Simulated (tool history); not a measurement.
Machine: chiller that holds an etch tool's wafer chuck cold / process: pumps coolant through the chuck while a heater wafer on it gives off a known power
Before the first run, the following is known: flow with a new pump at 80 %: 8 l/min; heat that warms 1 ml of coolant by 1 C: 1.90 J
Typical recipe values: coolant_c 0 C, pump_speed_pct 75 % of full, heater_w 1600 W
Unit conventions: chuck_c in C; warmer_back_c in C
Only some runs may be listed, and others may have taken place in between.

run	hour	coolant_c	pump_speed_pct	heater_w	chuck_c	warmer_back_c
1	0	0	75	1600	17.1	6.81
2	31.2	0	75	1600	16.8	6.81
3	71.7	0	66	1600	19.4	7.87
4	115	0	75	1600	17	6.79
5	167.3	0	75	1600	16.9	6.83
6	193.5	0	75	1600	17.1	6.79
# hour 239.7: chiller's thermometer calibrated
7	248	0	82	1600	15.6	6.16
8	307.1	0	82	1600	15.6	6.13
9	336.7	0	82	1600	15.6	6.18
10	364.7	1	75	1600	18	6.8
11	401	-5	75	1600	12.1	6.81
12	426	-5	75	1600	12	6.78
13	479.3	-5	75	1600	11.9	6.8
14	539.1	-5	75	1600	12	6.8
15	583.9	0	93	1600	13.8	5.33

Run 16 comes next. What will it give?
16	615.4	0	73	1384	?	?

{"run 16": {"chuck_c": 15.1, "warmer_back_c": 6.11}}
With the hidden condition absent and the run-to-run variation left alone, this run would have shown chuck_c 15.1 C, warmer_back_c 6.11 C.
